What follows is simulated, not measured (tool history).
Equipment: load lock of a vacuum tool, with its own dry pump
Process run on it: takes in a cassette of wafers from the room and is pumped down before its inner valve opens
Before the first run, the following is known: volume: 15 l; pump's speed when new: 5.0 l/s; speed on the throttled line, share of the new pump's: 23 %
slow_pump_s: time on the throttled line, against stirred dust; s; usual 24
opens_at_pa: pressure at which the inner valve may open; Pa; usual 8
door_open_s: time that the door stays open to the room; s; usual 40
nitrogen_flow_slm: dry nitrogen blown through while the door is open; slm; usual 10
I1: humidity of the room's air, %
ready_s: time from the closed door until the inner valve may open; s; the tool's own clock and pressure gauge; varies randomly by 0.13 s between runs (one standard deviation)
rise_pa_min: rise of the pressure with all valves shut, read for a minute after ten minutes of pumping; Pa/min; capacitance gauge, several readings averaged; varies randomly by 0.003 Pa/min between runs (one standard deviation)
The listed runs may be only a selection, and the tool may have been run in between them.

Run 1, hour 0.0: usual settings; I1 43.7. Result: ready_s 49.6 s, rise_pa_min 0.252 Pa/min.
Run 2, hour 191.7: usual settings; I1 45.0. Result: ready_s 49.4 s, rise_pa_min 0.252 Pa/min.
Run 3, hour 316.1: usual settings but door_open_s 132 s; I1 43.6. Result: ready_s 49.7 s, rise_pa_min 0.299 Pa/min.
Run 4, hour 471.9: usual settings but door_open_s 132 s; I1 44.1. Result: ready_s 49.3 s, rise_pa_min 0.304 Pa/min.
Run 5, hour 596.4: usual settings but door_open_s 132 s; I1 47.8. Result: ready_s 49.5 s, rise_pa_min 0.311 Pa/min.
Run 6, hour 706.4: usual settings; I1 45.0. Result: ready_s 49.8 s, rise_pa_min 0.285 Pa/min.
Run 7, hour 840.9: usual settings but slow_pump_s 22 s; I1 46.4. Result: ready_s 47.8 s, rise_pa_min 0.298 Pa/min.

Run 8, settings as shown, results not yet in. Your forecast:
Run 8, hour 1004.6: usual settings but slow_pump_s 22 s; I1 46.0. Result: ready_s ?, rise_pa_min ?.

Run 8 yielded ready_s 48.3 s, rise_pa_min 0.294 Pa/min.
Without the tool's hidden state the same run would have given ready_s 45.8 s, rise_pa_min 0.048 Pa/min.
